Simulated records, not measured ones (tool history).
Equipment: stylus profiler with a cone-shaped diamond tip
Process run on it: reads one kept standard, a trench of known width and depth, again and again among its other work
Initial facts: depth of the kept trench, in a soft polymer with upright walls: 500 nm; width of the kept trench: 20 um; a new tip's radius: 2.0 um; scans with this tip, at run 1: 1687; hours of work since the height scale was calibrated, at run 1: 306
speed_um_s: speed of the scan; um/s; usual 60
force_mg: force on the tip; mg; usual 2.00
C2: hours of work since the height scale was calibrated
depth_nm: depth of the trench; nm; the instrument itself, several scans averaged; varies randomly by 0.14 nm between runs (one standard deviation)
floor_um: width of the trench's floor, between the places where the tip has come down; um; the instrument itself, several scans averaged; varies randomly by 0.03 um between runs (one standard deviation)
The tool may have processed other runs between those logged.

Run 1, day 0.000: usual settings; scans with this tip 1687; C2 306. Result: depth_nm 502.95 nm, floor_um 17.11 um.
Run 2, day 0.800: usual settings; scans with this tip 1740; C2 316. Result: depth_nm 502.94 nm, floor_um 17.11 um.
Run 3, day 1.775: usual settings; scans with this tip 1804; C2 327. Result: depth_nm 502.89 nm, floor_um 17.09 um.
Run 4, day 2.654: usual settings; scans with this tip 1861; C2 338. Result: depth_nm 502.87 nm, floor_um 17.06 um.
Run 5, day 3.354: usual settings; scans with this tip 1907; C2 346. Result: depth_nm 503.06 nm, floor_um 17.04 um.
Run 6, day 4.642: usual settings but speed_um_s 19 um/s; scans with this tip 1992; C2 361. Result: depth_nm 502.88 nm, floor_um 17.18 um.
Run 7, day 5.950: usual settings but speed_um_s 19 um/s; scans with this tip 2078; C2 377. Result: depth_nm 502.90 nm, floor_um 17.21 um.
Run 8, day 6.762: usual settings but speed_um_s 19 um/s; scans with this tip 2131; C2 387. Result: depth_nm 502.60 nm, floor_um 17.19 um.
Run 9, day 8.008: usual settings; scans with this tip 2213; C2 402. Result: depth_nm 502.74 nm, floor_um 17.00 um.
Run 10, day 9.367: usual settings; scans with this tip 2302; C2 418. Result: depth_nm 502.59 nm, floor_um 17.03 um.
Run 11, day 10.238: usual settings; scans with this tip 2359; C2 428. Result: depth_nm 502.76 nm, floor_um 17.00 um.
Run 12, day 10.904: usual settings but speed_um_s 47 um/s; scans with this tip 2403; C2 436. Result: depth_nm 502.77 nm, floor_um 17.11 um.
Run 13, day 11.492: usual settings but speed_um_s 47 um/s; scans with this tip 2442; C2 443. Result: depth_nm 502.73 nm, floor_um 17.10 um.
Run 14, day 12.562: usual settings but speed_um_s 47 um/s; scans with this tip 2512; C2 456. Result: depth_nm 502.89 nm, floor_um 17.08 um.
Run 15, day 13.329: usual settings but speed_um_s 24 um/s, force_mg 2.77 mg; scans with this tip 2562; C2 465. Result: depth_nm 503.41 nm, floor_um 17.18 um.
Run 16, day 14.046: usual settings but speed_um_s 19 um/s, force_mg 1.21 mg; scans with this tip 2609; C2 473. Result: depth_nm 501.58 nm, floor_um 17.18 um.
Run 17, day 14.846: usual settings but speed_um_s 19 um/s, force_mg 1.21 mg; scans with this tip 2662; C2 483. Result: depth_nm 501.71 nm, floor_um 17.13 um.
Run 18, day 15.758: usual settings but speed_um_s 92 um/s, force_mg 1.44 mg; scans with this tip 2722; C2 494. Result: depth_nm 502.05 nm, floor_um 16.86 um.
Run 19, day 16.867: usual settings but speed_um_s 150 um/s, force_mg 3.20 mg; scans with this tip 2794; C2 507. Result: depth_nm 503.88 nm, floor_um 16.88 um.
Run 20, day 18.008: usual settings but speed_um_s 19 um/s, force_mg 3.20 mg; scans with this tip 2869; C2 521. Result: depth_nm 503.79 nm, floor_um 17.16 um.
Run 21, day 19.008: usual settings but speed_um_s 19 um/s, force_mg 3.20 mg; scans with this tip 2935; C2 533. Result: depth_nm 503.81 nm, floor_um 17.18 um.
Run 22, day 20.371: usual settings but speed_um_s 19 um/s, force_mg 3.20 mg; scans with this tip 3024; C2 549. Result: depth_nm 504.10 nm, floor_um 17.19 um.
Run 23, day 21.262: usual settings but speed_um_s 164 um/s, force_mg 3.93 mg; scans with this tip 3083; C2 559. Result: depth_nm 504.61 nm, floor_um 16.82 um.
Run 24, day 22.171: usual settings but speed_um_s 164 um/s, force_mg 3.93 mg; scans with this tip 3142; C2 570. Result: depth_nm 504.65 nm, floor_um 16.85 um.
Run 25, day 22.975: usual settings but speed_um_s 223 um/s, force_mg 2.80 mg; scans with this tip 3195; C2 580. Result: depth_nm 503.38 nm, floor_um 16.65 um.
Run 26, day 23.821: usual settings but speed_um_s 20 um/s, force_mg 4.18 mg; scans with this tip 3251; C2 590. Result: depth_nm 504.88 nm, floor_um 17.13 um.
Run 27, day 24.896: usual settings but speed_um_s 76 um/s, force_mg 0.92 mg; scans with this tip 3321; C2 603. Result: depth_nm 500.92 nm, floor_um 16.81 um.

Here are 5 independent what-if runs from the current tool condition. What would each one return?
Run A, day 26.175: usual settings but force_mg 2.38 mg; scans with this tip 3405; C2 618. Result: depth_nm ?, floor_um ?.
Run B, day 26.175: usual settings but speed_um_s 80 um/s, force_mg 3.45 mg; scans with this tip 3405; C2 618. Result: depth_nm ?, floor_um ?.
Run C, day 26.175: usual settings but speed_um_s 35 um/s, force_mg 3.28 mg; scans with this tip 3405; C2 618. Result: depth_nm ?, floor_um ?.
Run D, day 26.175: usual settings but speed_um_s 116 um/s, force_mg 3.42 mg; scans with this tip 3405; C2 618. Result: depth_nm ?, floor_um ?.
Run E, day 26.175: usual settings but speed_um_s 20 um/s, force_mg 5.75 mg; scans with this tip 3405; C2 618. Result: depth_nm ?, floor_um ?.

run  depth_nm  floor_um
  A    502.79     17.00
  B    504.06     16.99
  C    503.95     17.11
  D    504.17     16.87
  E    506.13     17.14
Stripped of hidden state, with their random variation kept, the same runs would have yielded:
run  depth_nm  floor_um
  A    504.08     17.17
  B    505.35     17.17
  C    505.24     17.29
  D    505.46     17.05
  E    507.42     17.32

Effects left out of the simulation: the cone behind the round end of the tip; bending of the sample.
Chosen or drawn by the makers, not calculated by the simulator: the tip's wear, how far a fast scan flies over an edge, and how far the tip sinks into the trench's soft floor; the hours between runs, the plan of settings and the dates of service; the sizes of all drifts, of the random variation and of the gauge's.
